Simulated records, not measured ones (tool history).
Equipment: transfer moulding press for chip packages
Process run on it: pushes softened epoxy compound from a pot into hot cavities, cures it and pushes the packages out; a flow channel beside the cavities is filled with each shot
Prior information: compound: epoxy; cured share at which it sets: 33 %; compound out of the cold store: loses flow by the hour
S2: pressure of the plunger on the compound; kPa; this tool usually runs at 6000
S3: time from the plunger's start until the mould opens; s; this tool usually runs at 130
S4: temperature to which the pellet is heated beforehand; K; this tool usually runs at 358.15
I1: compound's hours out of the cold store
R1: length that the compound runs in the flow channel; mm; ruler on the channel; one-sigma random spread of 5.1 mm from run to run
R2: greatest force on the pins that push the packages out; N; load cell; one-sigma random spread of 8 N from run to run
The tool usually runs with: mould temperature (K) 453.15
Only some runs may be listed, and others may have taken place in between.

Run 1, day 0.000: usual settings; I1 17.1. Result: R1 514 mm, R2 348 N.
At day 0.400: cavities cleaned with cleaning compound and waxed.
Run 2, day 0.450: usual settings; I1 15.6. Result: R1 517 mm, R2 321 N.
Run 3, day 0.925: usual settings but S3 111 s; I1 40.4. Result: R1 476 mm, R2 432 N.
Run 4, day 1.438: usual settings but S3 111 s; I1 39.1. Result: R1 473 mm, R2 433 N.
Run 5, day 1.962: usual settings but S2 4940 kPa; I1 38.0. Result: R1 438 mm, R2 340 N.
Run 6, day 2.479: usual settings but S2 5540 kPa; I1 27.8. Result: R1 475 mm, R2 354 N.
Run 7, day 3.062: usual settings; I1 40.2. Result: R1 473 mm, R2 336 N.
Run 8, day 3.629: usual settings but S4 351.15 K; I1 47.1. Result: R1 477 mm, R2 345 N.
Run 9, day 4.158: usual settings but S4 351.15 K; I1 17.0. Result: R1 511 mm, R2 347 N.
At day 4.762: cavities cleaned with cleaning compound and waxed.
Run 10, day 4.792: usual settings but S4 351.15 K; I1 40.1. Result: R1 479 mm, R2 346 N.
Run 11, day 5.333: usual settings but S4 351.15 K; I1 17.1. Result: R1 507 mm, R2 345 N.
Run 12, day 5.821: usual settings but S4 351.15 K; I1 30.7. Result: R1 498 mm, R2 355 N.
Run 13, day 6.388: usual settings but S4 351.15 K; I1 10.2. Result: R1 526 mm, R2 359 N.
Run 14, day 6.771: usual settings but S4 351.15 K; I1 19.2. Result: R1 507 mm, R2 347 N.
Run 15, day 7.183: usual settings but mould temperature (K) 456.15, S2 5030 kPa, S3 118 s, S4 360.15 K; I1 14.1. Result: R1 463 mm, R2 345 N.
Run 16, day 7.646: usual settings but mould temperature (K) 456.15, S2 5030 kPa, S3 118 s, S4 360.15 K; I1 32.4. Result: R1 440 mm, R2 336 N.
Run 17, day 8.146: usual settings but mould temperature (K) 460.15, S2 7220 kPa, S3 144 s; I1 31.4. Result: R1 515 mm, R2 298 N.
Run 18, day 8.554: usual settings but mould temperature (K) 460.15, S2 7220 kPa, S3 128 s, S4 348.15 K; I1 30.4. Result: R1 513 mm, R2 305 N.
Run 19, day 8.850: usual settings but mould temperature (K) 460.15, S2 7220 kPa, S3 128 s, S4 348.15 K; I1 36.5. Result: R1 509 mm, R2 315 N.
At day 9.138: cavities cleaned with cleaning compound and waxed.
Run 20, day 9.271: usual settings but mould temperature (K) 460.15, S2 7180 kPa, S3 157 s, S4 349.15 K; I1 43.4. Result: R1 509 mm, R2 285 N.
Run 21, day 9.588: usual settings but mould temperature (K) 447.15, S2 6410 kPa; I1 20.8. Result: R1 540 mm, R2 482 N.
Run 22, day 10.096: usual settings but mould temperature (K) 460.15, S2 4820 kPa, S3 163 s; I1 43.0. Result: R1 404 mm, R2 305 N.
Run 23, day 10.592: usual settings but S3 139 s, S4 357.15 K; I1 35.7. Result: R1 482 mm, R2 322 N.
Run 24, day 11.071: usual settings but mould temperature (K) 451.15, S2 5000 kPa, S3 115 s, S4 348.15 K; I1 25.7. Result: R1 457 mm, R2 488 N.
Run 25, day 11.392: usual settings but mould temperature (K) 446.15, S3 122 s; I1 43.3. Result: R1 490 mm, R2 589 N.
Run 26, day 11.708: usual settings but mould temperature (K) 446.15, S3 122 s; I1 29.2. Result: R1 508 mm, R2 598 N.
Run 27, day 12.112: usual settings but S3 123 s, S4 350.15 K; I1 39.6. Result: R1 487 mm, R2 360 N.
Run 28, day 12.471: usual settings but S3 123 s, S4 350.15 K; I1 47.7. Result: R1 468 mm, R2 362 N.

Forecast each of these 5 alternatives for the next run:
Run A, day 12.758: usual settings but S2 6680 kPa, S3 121 s, S4 366.15 K; I1 10.2. Result: R1 ?, R2 ?.
Run B, day 12.758: usual settings but mould temperature (K) 456.15, S2 5690 kPa, S3 123 s, S4 350.15 K; I1 18.4. Result: R1 ?, R2 ?.
Run C, day 12.758: usual settings but mould temperature (K) 460.15, S2 7450 kPa, S4 357.15 K; I1 26.0. Result: R1 ?, R2 ?.
Run D, day 12.758: usual settings but mould temperature (K) 457.15, S3 123 s, S4 362.15 K; I1 38.7. Result: R1 ?, R2 ?.
Run E, day 12.758: usual settings but S4 359.15 K; I1 31.3. Result: R1 ?, R2 ?.

run   R1   R2
  A  557  378
  B  491  327
  C  532  308
  D  465  319
  E  491  343
Without the tool's unlogged condition, the same runs would have read:
run   R1   R2
  A  558  373
  B  492  322
  C  533  304
  D  466  314
  E  492  338
